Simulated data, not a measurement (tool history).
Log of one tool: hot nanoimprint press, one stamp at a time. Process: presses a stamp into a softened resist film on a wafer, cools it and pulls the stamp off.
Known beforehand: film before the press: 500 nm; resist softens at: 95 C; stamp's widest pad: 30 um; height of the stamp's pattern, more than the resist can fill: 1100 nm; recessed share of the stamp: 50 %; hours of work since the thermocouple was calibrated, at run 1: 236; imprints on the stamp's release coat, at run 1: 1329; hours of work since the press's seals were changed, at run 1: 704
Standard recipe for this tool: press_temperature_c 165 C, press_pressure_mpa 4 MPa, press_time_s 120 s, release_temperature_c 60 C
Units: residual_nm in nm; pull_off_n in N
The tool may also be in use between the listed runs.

run,hour,press_temperature_c,press_pressure_mpa,press_time_s,release_temperature_c,hours of work since the thermocouple was calibrated,imprints on the stamp's release coat,hours of work since the press's seals were changed,residual_nm,pull_off_n
1,0.0,165,4,120,60,236,1329,704,261.5,240
2,33.1,165,4,120,60,255,1424,723,260.8,238
3,68.1,165,4,120,60,275,1525,743,264.8,241
4,93.1,165,4,120,60,290,1597,758,262.9,247
5,127.9,165,4,120,60,310,1697,778,264.1,248
# hour 156.4: plate thermocouple calibrated
6,168.9,165,4,120,60,7,1806,800,250.1,247
7,200.3,165,4,120,60,25,1896,818,251.3,247
8,226.5,165,4,120,62,41,1971,833,251.6,244
9,244.2,165,4,120,58,51,2022,844,253.8,255
# hour 272.5: stamp cleaned and given a new release coat
10,289.1,165,4,120,58,74,48,866,255.9,221
# hour 305.5: press's hydraulic seals changed and the load cell set to zero
11,320.1,165,4,120,58,87,114,8,251.7,225
12,355.6,153,4,120,60,108,216,29,406.5,218

Expected results for the next run?
13,374.0,171,4,120,60,118,269,40,?,?

Run 13 gave residual_nm 187.8 nm, pull_off_n 219 N.
Had the tool carried no hidden state, the very same run would have given residual_nm 181.9 nm, pull_off_n 214 N.
